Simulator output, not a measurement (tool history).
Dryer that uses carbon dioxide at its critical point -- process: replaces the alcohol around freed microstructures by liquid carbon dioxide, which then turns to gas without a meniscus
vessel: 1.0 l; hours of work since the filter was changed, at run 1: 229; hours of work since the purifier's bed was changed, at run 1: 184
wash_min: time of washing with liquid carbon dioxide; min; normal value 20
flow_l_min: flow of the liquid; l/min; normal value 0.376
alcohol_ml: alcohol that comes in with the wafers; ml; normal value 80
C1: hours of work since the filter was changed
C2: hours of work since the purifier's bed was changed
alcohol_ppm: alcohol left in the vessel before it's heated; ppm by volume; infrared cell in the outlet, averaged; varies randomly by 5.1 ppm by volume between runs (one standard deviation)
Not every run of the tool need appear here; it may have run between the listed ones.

{"run": 1, "hour": 0.0, "wash_min": 20, "flow_l_min": 0.376, "alcohol_ml": 80, "C1": 229, "C2": 184, "alcohol_ppm": 100}
{"run": 2, "hour": 8.1, "wash_min": 20, "flow_l_min": 0.376, "alcohol_ml": 80, "C1": 234, "C2": 188, "alcohol_ppm": 110}
{"run": 3, "hour": 16.0, "wash_min": 20, "flow_l_min": 0.376, "alcohol_ml": 69, "C1": 239, "C2": 193, "alcohol_ppm": 99}
{"run": 4, "hour": 22.7, "wash_min": 20, "flow_l_min": 0.376, "alcohol_ml": 69, "C1": 243, "C2": 197, "alcohol_ppm": 97}
{"run": 5, "hour": 31.9, "wash_min": 20, "flow_l_min": 0.376, "alcohol_ml": 69, "C1": 248, "C2": 203, "alcohol_ppm": 101}
{"run": 6, "hour": 41.2, "wash_min": 20, "flow_l_min": 0.376, "alcohol_ml": 69, "C1": 254, "C2": 208, "alcohol_ppm": 99}
{"run": 7, "hour": 50.3, "wash_min": 20, "flow_l_min": 0.376, "alcohol_ml": 69, "C1": 260, "C2": 214, "alcohol_ppm": 102}
{"run": 8, "hour": 61.0, "wash_min": 20, "flow_l_min": 0.376, "alcohol_ml": 69, "C1": 266, "C2": 220, "alcohol_ppm": 106}
{"run": 9, "hour": 69.7, "wash_min": 20, "flow_l_min": 0.488, "alcohol_ml": 69, "C1": 271, "C2": 226, "alcohol_ppm": 53}
{"run": 10, "hour": 80.8, "wash_min": 23, "flow_l_min": 0.629, "alcohol_ml": 80, "C1": 278, "C2": 232, "alcohol_ppm": 56}
{"run": 11, "hour": 88.8, "wash_min": 23, "flow_l_min": 0.336, "alcohol_ml": 35, "C1": 283, "C2": 237, "alcohol_ppm": 75}
{"run": 12, "hour": 100.1, "wash_min": 31, "flow_l_min": 0.376, "alcohol_ml": 65, "C1": 290, "C2": 244, "alcohol_ppm": 60}
{"run": 13, "hour": 110.6, "wash_min": 31, "flow_l_min": 0.376, "alcohol_ml": 69, "C1": 296, "C2": 250, "alcohol_ppm": 63}
{"run": 14, "hour": 116.6, "wash_min": 24, "flow_l_min": 0.321, "alcohol_ml": 80, "C1": 300, "C2": 254, "alcohol_ppm": 125}
{"run": 15, "hour": 123.0, "wash_min": 24, "flow_l_min": 0.321, "alcohol_ml": 80, "C1": 304, "C2": 258, "alcohol_ppm": 119}
{"run": 16, "hour": 128.4, "wash_min": 14, "flow_l_min": 0.441, "alcohol_ml": 23, "C1": 307, "C2": 261, "alcohol_ppm": 141}
{"run": 17, "hour": 137.9, "wash_min": 14, "flow_l_min": 0.441, "alcohol_ml": 23, "C1": 312, "C2": 267, "alcohol_ppm": 120}
{"run": 18, "hour": 145.1, "wash_min": 14, "flow_l_min": 0.441, "alcohol_ml": 23, "C1": 317, "C2": 271, "alcohol_ppm": 119}

Forecast each of these 3 alternatives for the next run:
{"run": "A", "hour": 151.2, "wash_min": 22, "flow_l_min": 0.286, "alcohol_ml": 30, "C1": 321, "C2": 275, "alcohol_ppm": "?"}
{"run": "B", "hour": 151.2, "wash_min": 14, "flow_l_min": 0.326, "alcohol_ml": 23, "C1": 321, "C2": 275, "alcohol_ppm": "?"}
{"run": "C", "hour": 151.2, "wash_min": 22, "flow_l_min": 0.311, "alcohol_ml": 27, "C1": 321, "C2": 275, "alcohol_ppm": "?"}

run=A alcohol_ppm=154
run=B alcohol_ppm=368
run=C alcohol_ppm=114
Stripped of hidden state, with their random variation kept, the same runs would have yielded:
run=A alcohol_ppm=73
run=B alcohol_ppm=252
run=C alcohol_ppm=41
